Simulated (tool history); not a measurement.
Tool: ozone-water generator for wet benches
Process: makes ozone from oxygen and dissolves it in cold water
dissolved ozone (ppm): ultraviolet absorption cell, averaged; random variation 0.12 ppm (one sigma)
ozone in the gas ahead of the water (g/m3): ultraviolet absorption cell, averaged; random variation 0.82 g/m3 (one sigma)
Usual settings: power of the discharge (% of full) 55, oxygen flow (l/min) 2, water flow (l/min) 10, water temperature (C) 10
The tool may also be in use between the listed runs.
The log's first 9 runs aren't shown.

| run | day | power of the discharge (% of full) | oxygen flow (l/min) | water flow (l/min) | water temperature (C) | hours of work since the electrodes were changed | hours of work since the contactor was cleaned | hours of work since the thermometer was calibrated | dissolved ozone (ppm) | ozone in the gas ahead of the water (g/m3) |
|---|---|---|---|---|---|---|---|---|---|---|
| 10 | 20.533 | 55 | 2 | 10 | 10 | 1403 | 5296 | 2023 | 9.5 | 128.5 |
| 11 | 23.058 | 55 | 2 | 10 | 10 | 1451 | 5343 | 2071 | 9.8 | 129.3 |
| 12 | 24.846 | 55 | 2 | 10 | 10 | 1484 | 5377 | 2104 | 9.6 | 127.2 |
| 13 | 27.029 | 55 | 2 | 10 | 10 | 1525 | 5418 | 2145 | 9.7 | 128.7 |
| 14 | 29.088 | 46 | 2 | 10 | 10 | 1564 | 5457 | 2184 | 8.4 | 110.3 |
| 15 | 31.358 | 55 | 2 | 10 | 10 | 1607 | 5499 | 2227 | 9.7 | 128.3 |
| 16 | 32.65 | 55 | 2 | 10 | 10 | 1631 | 5524 | 2251 | 9.5 | 128.3 |
| 17 | 35.396 | 55 | 2 | 10 | 10 | 1682 | 5575 | 2303 | 9.4 | 127.8 |
| 18 | 37.396 | 55 | 1.92 | 10 | 10 | 1720 | 5613 | 2340 | 9.2 | 132.3 |
| 19 | 38.842 | 55 | 1.92 | 10 | 10 | 1747 | 5640 | 2367 | 9.7 | 131.9 |
| 20 | 40.242 | 55 | 2.41 | 10 | 6 | 1773 | 5666 | 2394 | 10.2 | 112.9 |
| 21 | 42.671 | 55 | 2 | 7 | 10 | 1819 | 5712 | 2439 | 13.9 | 127.7 |
| 22 | 45.258 | 55 | 2 | 12 | 9 | 1868 | 5761 | 2488 | 7.8 | 127.7 |
| 23 | 46.646 | 55 | 1.02 | 10 | 10 | 1894 | 5787 | 2514 | 9.1 | 201.3 |
| 24 | 49.358 | 76 | 1.95 | 10 | 11 | 1945 | 5838 | 2565 | 12.4 | 169.8 |
| 25 | 52.25 | 76 | 2.16 | 10 | 8 | 1999 | 5892 | 2619 | 12.8 | 159.1 |
| 26 | 54.233 | 76 | 2.16 | 10 | 8 | 2036 | 5929 | 2656 | 12.6 | 158 |
| 27 | 55.483 | 76 | 2.16 | 10 | 8 | 2060 | 5953 | 2680 | 12.6 | 158.1 |
|  | 57.583 | contactor cleaned |
| 28 | 58.162 | 76 | 2.16 | 10 | 8 | 2107 | 11 | 2727 | 13.1 | 158.7 |
| 29 | 60.992 | 55 | 3.23 | 8 | 10 | 2160 | 64 | 2780 | 11.8 | 93.4 |
| 30 | 62.975 | 55 | 3.23 | 8 | 10 | 2197 | 101 | 2818 | 12 | 92.8 |
| 31 | 65.579 | 55 | 3.53 | 9 | 10 | 2246 | 150 | 2867 | 10.6 | 87.4 |
| 32 | 68.4 | 55 | 3.53 | 9 | 10 | 2299 | 203 | 2920 | 10.4 | 87.1 |

Forecast each of these 3 alternatives for the next run:
| A | 70.075 | 89 | 2 | 10 | 10 | 2331 | 235 | 2951 | ? | ? |
| B | 70.075 | 71 | 3.27 | 10 | 8 | 2331 | 235 | 2951 | ? | ? |
| C | 70.075 | 76 | 1.01 | 10 | 8 | 2331 | 235 | 2951 | ? | ? |

| run | dissolved ozone (ppm) | ozone in the gas ahead of the water (g/m3) |
|---|---|---|
| A | 14.5 | 189.4 |
| B | 12.1 | 113.3 |
| C | 12.5 | 265.2 |
Without the tool's hidden state the same runs would have given:
| run | dissolved ozone (ppm) | ozone in the gas ahead of the water (g/m3) |
|---|---|---|
| A | 15 | 193.4 |
| B | 12.5 | 115.3 |
| C | 12.8 | 270.2 |

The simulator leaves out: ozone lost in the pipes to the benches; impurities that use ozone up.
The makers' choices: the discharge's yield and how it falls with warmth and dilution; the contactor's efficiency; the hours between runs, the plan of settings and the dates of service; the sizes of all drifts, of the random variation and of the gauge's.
